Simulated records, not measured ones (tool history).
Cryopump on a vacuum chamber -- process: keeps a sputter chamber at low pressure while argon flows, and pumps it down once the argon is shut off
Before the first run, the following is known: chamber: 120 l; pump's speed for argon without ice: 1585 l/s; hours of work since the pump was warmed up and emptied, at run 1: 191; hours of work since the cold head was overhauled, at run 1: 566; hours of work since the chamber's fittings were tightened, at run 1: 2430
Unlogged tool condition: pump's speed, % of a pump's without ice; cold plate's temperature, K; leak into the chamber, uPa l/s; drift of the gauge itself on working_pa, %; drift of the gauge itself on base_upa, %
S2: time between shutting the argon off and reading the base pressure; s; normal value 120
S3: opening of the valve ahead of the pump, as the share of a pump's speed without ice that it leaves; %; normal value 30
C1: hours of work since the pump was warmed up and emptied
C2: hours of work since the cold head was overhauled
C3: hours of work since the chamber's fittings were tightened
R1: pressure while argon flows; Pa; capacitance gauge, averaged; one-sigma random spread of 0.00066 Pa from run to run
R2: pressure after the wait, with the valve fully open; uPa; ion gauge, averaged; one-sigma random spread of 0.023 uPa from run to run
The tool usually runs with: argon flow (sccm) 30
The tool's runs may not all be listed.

Run 1, hour 0: usual settings; C1 191; C2 566; C3 2430. Result: R1 0.1105 Pa, R2 1.78 uPa.
Run 2, hour 16.2: usual settings but argon flow (sccm) 21; C1 201; C2 577; C3 2440. Result: R1 0.0767 Pa, R2 1.85 uPa.
Run 3, hour 31.9: usual settings but argon flow (sccm) 21; C1 211; C2 587; C3 2450. Result: R1 0.0777 Pa, R2 1.83 uPa.
Run 4, hour 60.3: usual settings but argon flow (sccm) 21; C1 229; C2 605; C3 2469. Result: R1 0.0768 Pa, R2 1.88 uPa.
Run 5, hour 94.2: usual settings; C1 251; C2 627; C3 2490. Result: R1 0.1103 Pa, R2 1.88 uPa.
Run 6, hour 126.3: usual settings; C1 272; C2 648; C3 2511. Result: R1 0.1117 Pa, R2 1.96 uPa.
Run 7, hour 158.3: usual settings; C1 292; C2 668; C3 2532. Result: R1 0.1118 Pa, R2 1.95 uPa.
Run 8, hour 179.4: usual settings but S2 92 s; C1 306; C2 682; C3 2545. Result: R1 0.1119 Pa, R2 2.11 uPa.
Run 9, hour 209.6: usual settings but S2 92 s; C1 325; C2 701; C3 2565. Result: R1 0.1111 Pa, R2 2.16 uPa.
Run 10, hour 239.2: usual settings but S2 92 s; C1 344; C2 720; C3 2584. Result: R1 0.1122 Pa, R2 2.19 uPa.
Run 11, hour 264.4: usual settings but S2 92 s, S3 21 %; C1 361; C2 736; C3 2600. Result: R1 0.1581 Pa, R2 2.15 uPa.
At hour 289.4: pump warmed up, emptied and cooled again.
Run 12, hour 293.1: usual settings but S3 29 %; C1 2; C2 752; C3 2615. Result: R1 0.1119 Pa, R2 1.83 uPa.
Run 13, hour 316: usual settings; C1 17; C2 766; C3 2630. Result: R1 0.1067 Pa, R2 1.84 uPa.
Run 14, hour 341.1: usual settings; C1 33; C2 783; C3 2646. Result: R1 0.1068 Pa, R2 1.88 uPa.
Run 15, hour 356.2: usual settings; C1 43; C2 792; C3 2656. Result: R1 0.1066 Pa, R2 1.84 uPa.
Run 16, hour 384.1: usual settings; C1 61; C2 810; C3 2674. Result: R1 0.1082 Pa, R2 1.88 uPa.
Run 17, hour 417.8: usual settings; C1 83; C2 832; C3 2695. Result: R1 0.1087 Pa, R2 1.87 uPa.
Run 18, hour 444.7: usual settings but S2 69 s; C1 100; C2 849; C3 2713. Result: R1 0.1089 Pa, R2 2.43 uPa.
Run 19, hour 467.4: usual settings but argon flow (sccm) 17, S2 124 s, S3 36 %; C1 114; C2 864; C3 2727. Result: R1 0.0517 Pa, R2 1.93 uPa.
Run 20, hour 495.4: usual settings but argon flow (sccm) 27, S2 50 s, S3 36 %; C1 133; C2 882; C3 2745. Result: R1 0.082 Pa, R2 2.79 uPa.
Run 21, hour 521.1: usual settings but argon flow (sccm) 18, S2 68 s; C1 149; C2 898; C3 2762. Result: R1 0.0653 Pa, R2 2.38 uPa.
Run 22, hour 554.7: usual settings but argon flow (sccm) 18, S2 194 s, S3 47 %; C1 171; C2 920; C3 2783. Result: R1 0.0423 Pa, R2 1.8 uPa.
Run 23, hour 576.8: usual settings but argon flow (sccm) 35, S2 47 s, S3 31 %; C1 185; C2 934; C3 2798. Result: R1 0.1247 Pa, R2 2.87 uPa.
Run 24, hour 598.1: usual settings but S2 50 s, S3 17 %; C1 199; C2 948; C3 2811. Result: R1 0.1904 Pa, R2 2.85 uPa.
Run 25, hour 623.6: usual settings but S2 50 s, S3 17 %; C1 215; C2 964; C3 2828. Result: R1 0.1914 Pa, R2 2.84 uPa.
Run 26, hour 658.6: usual settings but argon flow (sccm) 32, S2 107 s, S3 17 %; C1 238; C2 987; C3 2850. Result: R1 0.2034 Pa, R2 2.09 uPa.
Run 27, hour 687.9: usual settings but S2 39 s; C1 256; C2 1006; C3 2869. Result: R1 0.1117 Pa, R2 3.38 uPa.
Run 28, hour 722: usual settings but argon flow (sccm) 50, S2 39 s, S3 25 %; C1 278; C2 1028; C3 2891. Result: R1 0.2217 Pa, R2 3.34 uPa.
Run 29, hour 743.8: usual settings but argon flow (sccm) 46, S2 43 s, S3 20 %; C1 292; C2 1042; C3 2905. Result: R1 0.2513 Pa, R2 3.28 uPa.
Run 30, hour 771.7: usual settings but argon flow (sccm) 18, S2 190 s, S3 45 %; C1 310; C2 1059; C3 2923. Result: R1 0.0456 Pa, R2 1.92 uPa.
Run 31, hour 793.1: usual settings but argon flow (sccm) 54, S2 21 s, S3 17 %; C1 324; C2 1073; C3 2937. Result: R1 0.3463 Pa, R2 5 uPa.
Run 32, hour 825.9: usual settings but S2 265 s, S3 22 %; C1 345; C2 1094; C3 2958. Result: R1 0.151 Pa, R2 1.88 uPa.
Run 33, hour 843.5: usual settings but S2 265 s, S3 22 %; C1 356; C2 1106; C3 2969. Result: R1 0.1515 Pa, R2 1.86 uPa.

Predict each of these 4 candidate next runs independently; none follows another, all start after run 33:
Run A, hour 864.7: usual settings but argon flow (sccm) 43, S3 29 %; C1 370; C2 1119; C3 2983. Result: R1 ?, R2 ?.
Run B, hour 864.7: usual settings but argon flow (sccm) 20, S2 265 s, S3 22 %; C1 370; C2 1119; C3 2983. Result: R1 ?, R2 ?.
Run C, hour 864.7: usual settings but S3 47 %; C1 370; C2 1119; C3 2983. Result: R1 ?, R2 ?.
Run D, hour 864.7: usual settings but argon flow (sccm) 48, S2 40 s, S3 19 %; C1 370; C2 1119; C3 2983. Result: R1 ?, R2 ?.

run      R1    R2
  A  0.1674  2.23
  B  0.1006  1.84
  C  0.0749  2.19
  D  0.2819  3.33
What these runs would have given with no unlogged condition in the tool:
run      R1    R2
  A  0.1581  0.79
  B  0.0963  0.43
  C  0.0684  0.79
  D  0.2714  1.93

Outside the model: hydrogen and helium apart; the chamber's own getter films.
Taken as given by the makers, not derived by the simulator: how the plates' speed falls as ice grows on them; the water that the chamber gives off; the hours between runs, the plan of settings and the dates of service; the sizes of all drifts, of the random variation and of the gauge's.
